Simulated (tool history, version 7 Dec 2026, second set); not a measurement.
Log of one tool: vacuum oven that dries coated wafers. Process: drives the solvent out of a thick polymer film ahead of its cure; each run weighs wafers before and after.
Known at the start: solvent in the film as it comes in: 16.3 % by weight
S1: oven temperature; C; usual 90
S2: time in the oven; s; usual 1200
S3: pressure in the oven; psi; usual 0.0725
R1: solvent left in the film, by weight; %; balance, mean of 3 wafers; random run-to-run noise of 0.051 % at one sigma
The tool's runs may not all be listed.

run	hour	S1	S2	S3	R1
1	0	90	1200	0.0725	1.38
2	13.5	90	1200	0.0725	1.28
3	40.5	90	1200	0.0725	1.45
4	55	90	1200	0.0725	1.37
5	87.5	90	1200	0.0725	1.3
6	117	90	1200	0.0725	1.3
7	149.9	76	1200	0.0725	4
8	178.1	76	1200	0.0725	3.93
9	205.4	96	1200	0.0725	0.76
10	232.1	96	1200	0.0725	0.78
11	263.2	90	1200	0.1188	1.57
12	295.1	90	1200	0.0725	1.48
13	316.7	90	1200	0.0598	1.41
14	349.7	90	1200	0.0598	1.39
15	365.4	90	1200	0.0598	1.41
16	391.2	90	1200	0.0598	1.28
17	414.8	90	1200	0.0598	1.46
18	435.7	90	1500	0.0598	1.03
19	468.7	90	660	0.0725	3.75
20	489.3	90	660	0.0725	3.65
21	510.5	98	1200	0.0725	0.75
22	538.4	98	1200	0.0725	0.65
23	558.3	98	1200	0.0725	0.76
24	574	90	1200	0.2477	2.13
25	598.9	90	1200	0.2477	2.09
26	613.7	90	1200	0.2477	2.1
27	637.3	90	1200	0.2477	2.05
# hour 644.4: oven's thermocouples calibrated
28	656.5	90	1200	0.1211	1.16
29	689.4	90	1200	0.2721	1.58
30	719.9	93	1200	0.0463	0.76
31	736.8	84	780	0.0822	3.57
32	759.5	87	840	0.0463	2.61
33	782.4	93	840	0.0393	1.56
34	804.9	93	840	0.0393	1.56
35	819.3	99	900	0.2004	1.1
36	836.3	76	1320	0.0492	2.94
37	851.5	102	2160	0.0657	0.26
38	883.1	79	1200	0.0725	2.79
39	904.5	102	1020	0.0941	0.62
40	920.9	85	1200	0.0873	1.89
41	934.8	103	1920	0.0429	0.21
42	958.4	81	1380	0.0634	1.95
43	973.5	81	1380	0.0495	1.89
44	1005.2	101	2100	0.0644	0.16
45	1035.5	101	2100	0.0644	0.28
46	1063.6	101	960	0.0737	0.65
47	1093.1	90	960	0.0495	1.68
48	1126.2	90	840	0.1468	2.52

Alternative continuations, all from the tool just after run 48; predict every row:
A	1152.1	90	780	0.1124	?
B	1152.1	93	1200	0.1468	?
C	1152.1	101	720	0.2528	?

run	R1
A	2.56
B	1.08
C	1.53
What these runs would have given with no unlogged condition in the tool:
run	R1
A	2.32
B	0.87
C	1.36
